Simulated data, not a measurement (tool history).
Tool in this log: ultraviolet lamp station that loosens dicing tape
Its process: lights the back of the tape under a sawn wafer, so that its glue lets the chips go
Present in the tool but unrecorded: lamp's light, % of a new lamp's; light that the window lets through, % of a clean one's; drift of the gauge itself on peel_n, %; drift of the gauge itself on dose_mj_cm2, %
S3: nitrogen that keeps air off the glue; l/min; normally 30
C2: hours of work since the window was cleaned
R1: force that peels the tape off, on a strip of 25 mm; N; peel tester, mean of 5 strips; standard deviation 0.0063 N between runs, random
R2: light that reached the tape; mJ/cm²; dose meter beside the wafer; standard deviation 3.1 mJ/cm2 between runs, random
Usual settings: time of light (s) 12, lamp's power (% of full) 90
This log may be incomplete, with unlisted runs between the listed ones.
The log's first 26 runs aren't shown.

Run 27, day 62.746: usual settings but time of light (s) 6, S3 52 l/min; hours of work of the lamp 1746; C2 217. Result: R1 1.141 N, R2 135 mJ/cm².
At day 64.604: lamp changed.
Run 28, day 65.271: usual settings but time of light (s) 6, lamp's power (% of full) 83, S3 33 l/min; hours of work of the lamp 8; C2 245. Result: R1 0.828 N, R2 206 mJ/cm².
Run 29, day 68.271: usual settings but time of light (s) 9, lamp's power (% of full) 68, S3 41 l/min; hours of work of the lamp 41; C2 278. Result: R1 0.564 N, R2 253 mJ/cm².
Run 30, day 71.150: usual settings but time of light (s) 9, lamp's power (% of full) 68, S3 41 l/min; hours of work of the lamp 74; C2 311. Result: R1 0.580 N, R2 248 mJ/cm².
Run 31, day 73.083: usual settings but time of light (s) 9, lamp's power (% of full) 68, S3 41 l/min; hours of work of the lamp 96; C2 333. Result: R1 0.611 N, R2 247 mJ/cm².
Run 32, day 75.442: usual settings but time of light (s) 14, lamp's power (% of full) 100, S3 16 l/min; hours of work of the lamp 122; C2 359. Result: R1 0.235 N, R2 553 mJ/cm².
Run 33, day 77.212: usual settings but time of light (s) 14, lamp's power (% of full) 100, S3 16 l/min; hours of work of the lamp 142; C2 379. Result: R1 0.258 N, R2 547 mJ/cm².
Run 34, day 80.504: usual settings but time of light (s) 14, lamp's power (% of full) 100, S3 16 l/min; hours of work of the lamp 179; C2 416. Result: R1 0.241 N, R2 536 mJ/cm².
Run 35, day 83.692: usual settings but time of light (s) 14, lamp's power (% of full) 100, S3 16 l/min; hours of work of the lamp 215; C2 452. Result: R1 0.263 N, R2 525 mJ/cm².
Run 36, day 85.771: usual settings but time of light (s) 14, lamp's power (% of full) 100, S3 16 l/min; hours of work of the lamp 239; C2 476. Result: R1 0.253 N, R2 524 mJ/cm².
Run 37, day 88.638: usual settings but time of light (s) 14, lamp's power (% of full) 100, S3 16 l/min; hours of work of the lamp 271; C2 508. Result: R1 0.266 N, R2 520 mJ/cm².
At day 90.554: window cleaned of glue's vapour.
Run 38, day 91.779: usual settings but time of light (s) 14, lamp's power (% of full) 100, S3 16 l/min; hours of work of the lamp 306; C2 14. Result: R1 0.218 N, R2 566 mJ/cm².
Run 39, day 93.400: usual settings but time of light (s) 14, lamp's power (% of full) 100, S3 16 l/min; hours of work of the lamp 325; C2 32. Result: R1 0.225 N, R2 558 mJ/cm².
Run 40, day 96.592: usual settings but time of light (s) 14, lamp's power (% of full) 100, S3 47 l/min; hours of work of the lamp 361; C2 68. Result: R1 0.106 N, R2 551 mJ/cm².
Run 41, day 99.646: usual settings but time of light (s) 13, lamp's power (% of full) 78; hours of work of the lamp 395; C2 103. Result: R1 0.294 N, R2 396 mJ/cm².
Run 42, day 101.629: usual settings but lamp's power (% of full) 75; hours of work of the lamp 417; C2 125. Result: R1 0.391 N, R2 346 mJ/cm².

Each row is a separate what-if for the run after 42, all from the same tool condition, not one after another. Results?
Run A, day 103.046: usual settings but lamp's power (% of full) 76, S3 15 l/min; hours of work of the lamp 433; C2 141. Result: R1 ?, R2 ?.
Run B, day 103.046: usual settings but time of light (s) 19, lamp's power (% of full) 68, S3 11 l/min; hours of work of the lamp 433; C2 141. Result: R1 ?, R2 ?.
Run C, day 103.046: usual settings but time of light (s) 9, lamp's power (% of full) 75; hours of work of the lamp 433; C2 141. Result: R1 ?, R2 ?.

run     R1   R2
  A  0.597  350
  B  0.402  496
  C  0.616  258
With no hidden state in the tool, these same runs would have given:
run     R1   R2
  A  0.463  405
  B  0.298  574
  C  0.483  298

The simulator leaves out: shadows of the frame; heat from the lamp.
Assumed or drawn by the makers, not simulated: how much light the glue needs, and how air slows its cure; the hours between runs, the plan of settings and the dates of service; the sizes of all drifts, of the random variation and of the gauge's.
